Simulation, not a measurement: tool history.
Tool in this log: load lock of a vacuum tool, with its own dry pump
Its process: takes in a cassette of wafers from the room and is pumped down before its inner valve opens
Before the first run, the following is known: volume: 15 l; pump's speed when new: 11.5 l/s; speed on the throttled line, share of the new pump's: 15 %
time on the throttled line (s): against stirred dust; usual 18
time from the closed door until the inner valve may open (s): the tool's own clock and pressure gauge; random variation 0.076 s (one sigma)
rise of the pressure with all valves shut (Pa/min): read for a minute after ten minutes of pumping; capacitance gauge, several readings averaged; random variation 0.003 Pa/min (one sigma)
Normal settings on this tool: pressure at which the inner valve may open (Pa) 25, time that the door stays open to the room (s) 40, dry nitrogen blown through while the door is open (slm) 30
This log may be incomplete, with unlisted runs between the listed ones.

run	hour	time on the throttled line (s)	pressure at which the inner valve may open (Pa)	time that the door stays open to the room (s)	dry nitrogen blown through while the door is open (slm)	incoming humidity of the room's air, %	time from the closed door until the inner valve may open (s)	rise of the pressure with all valves shut (Pa/min)
1	0	18	25	40	30	44.9	26.25	0.042
2	42.7	18	25	40	30	45.2	26.34	0.051
3	126.5	18	25	40	30	45.9	26.33	0.051
4	170.8	18	25	40	30	43.3	26.36	0.054
5	272.9	27	25	40	30	46.2	33.83	0.054
6	361.7	27	25	40	30	46.5	33.89	0.051
7	442.4	27	25	33	30	46.6	33.88	0.05
8	545.5	27	25	33	30	49.3	33.93	0.052
9	597.9	18	25	26	30	43.8	26.42	0.044
10	701.1	18	25	40	30	46.7	26.49	0.062
11	757.9	12	31	40	30	46.6	20.98	0.052
12	841.2	18	49	73	30	44.8	25.5	0.063
13	945.5	18	29	87	7	43.5	26.31	0.081
14	990.9	18	29	87	7	47.5	26.18	0.083
15	1075.4	18	25	214	30	44.1	26.46	0.09
16	1178.3	18	25	214	30	45.2	26.45	0.092
17	1279.7	18	21	40	11	47.6	26.72	0.068

What will run 18 give?
18	1325.9	18	21	40	44	40.8	?	?

{"run 18": {"time from the closed door until the inner valve may open (s)": 26.72, "rise of the pressure with all valves shut (Pa/min)": 0.059}}
On a tool with no hidden condition, and with the same random variation, this run would have come out at time from the closed door until the inner valve may open (s) 26.4, rise of the pressure with all valves shut (Pa/min) 0.023.
